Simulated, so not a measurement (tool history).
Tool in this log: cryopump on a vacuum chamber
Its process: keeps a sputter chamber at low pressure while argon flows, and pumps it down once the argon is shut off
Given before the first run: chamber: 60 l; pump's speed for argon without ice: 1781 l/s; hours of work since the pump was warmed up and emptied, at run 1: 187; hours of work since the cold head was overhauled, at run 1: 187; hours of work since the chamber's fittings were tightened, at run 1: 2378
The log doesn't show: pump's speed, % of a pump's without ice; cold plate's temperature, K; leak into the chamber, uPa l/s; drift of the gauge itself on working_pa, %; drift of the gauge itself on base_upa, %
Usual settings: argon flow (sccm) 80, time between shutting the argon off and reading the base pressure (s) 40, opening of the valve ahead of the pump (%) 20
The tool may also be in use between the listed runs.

run	hour	argon flow (sccm)	time between shutting the argon off and reading the base pressure (s)	opening of the valve ahead of the pump (%)	hours of work since the pump was warmed up and emptied	hours of work since the cold head was overhauled	hours of work since the chamber's fittings were tightened	pressure while argon flows (Pa)	pressure after the wait (uPa)
1	0.0	80	40	20	187	187	2378	0.3840	3.68
2	25.2	80	48	20	202	202	2393	0.3871	3.55
3	57.8	80	48	20	221	221	2412	0.3813	3.54
# hour 80.3: leaking fittings of the chamber tightened, without venting
4	91.9	80	48	20	240	240	7	0.3843	1.50
5	133.2	80	48	20	265	265	31	0.3828	1.54
6	165.1	80	40	53	283	283	50	0.1483	1.83
7	189.2	80	40	53	298	298	64	0.1506	1.77
8	215.4	80	40	20	313	313	80	0.3848	1.88
9	234.2	80	40	20	324	324	91	0.3900	1.85
10	260.3	80	40	16	340	340	106	0.4858	1.87
11	291.4	80	40	27	358	358	125	0.2889	1.88
12	309.9	80	40	27	369	369	136	0.2915	1.83
13	348.3	80	40	27	392	392	158	0.2911	1.94
14	371.0	80	40	27	405	405	172	0.2907	1.89
15	405.1	80	40	20	425	425	192	0.3909	1.93
16	424.9	80	40	20	437	437	204	0.3920	1.89
17	449.8	80	40	20	452	452	218	0.3910	1.96
18	473.0	80	34	57	465	465	232	0.1438	2.20
19	498.7	150	34	16	481	481	247	0.9099	2.27
20	522.4	150	34	16	495	495	261	0.9076	2.24
21	563.3	60	65	23	519	519	285	0.2578	1.39
22	595.9	36	40	21	538	538	305	0.1672	2.05
23	637.3	50	62	22	562	562	329	0.2209	1.47
24	661.0	78	161	22	576	576	343	0.3474	0.90
25	680.4	81	56	16	588	588	354	0.4929	1.62
26	699.7	51	246	20	599	599	366	0.2513	0.79
27	735.6	39	85	20	621	621	387	0.1932	1.31
28	771.8	53	86	20	642	642	409	0.2612	1.32
29	811.9	53	86	20	666	666	432	0.2621	1.35
30	831.6	53	32	20	677	677	444	0.2600	2.52
31	871.5	117	32	20	701	701	467	0.5764	2.58
32	906.3	117	32	20	721	721	488	0.5804	2.60
33	923.5	79	290	23	732	732	498	0.3444	0.92
34	947.9	80	113	21	746	746	513	0.3801	1.27

Alternative continuations, all from the tool just after run 34; predict every row:
A	971.7	80	113	54	760	760	527	?	?
B	971.7	73	106	42	760	760	527	?	?
C	971.7	80	238	51	760	760	527	?	?
D	971.7	128	191	23	760	760	527	?	?

run	pressure while argon flows (Pa)	pressure after the wait (uPa)
A	0.1584	1.30
B	0.1816	1.28
C	0.1679	0.99
D	0.5602	1.04
With the hidden condition removed and each run's random variation left untouched, the same runs would have given:
run	pressure while argon flows (Pa)	pressure after the wait (uPa)
A	0.1399	0.73
B	0.1646	0.72
C	0.1493	0.43
D	0.5303	0.47
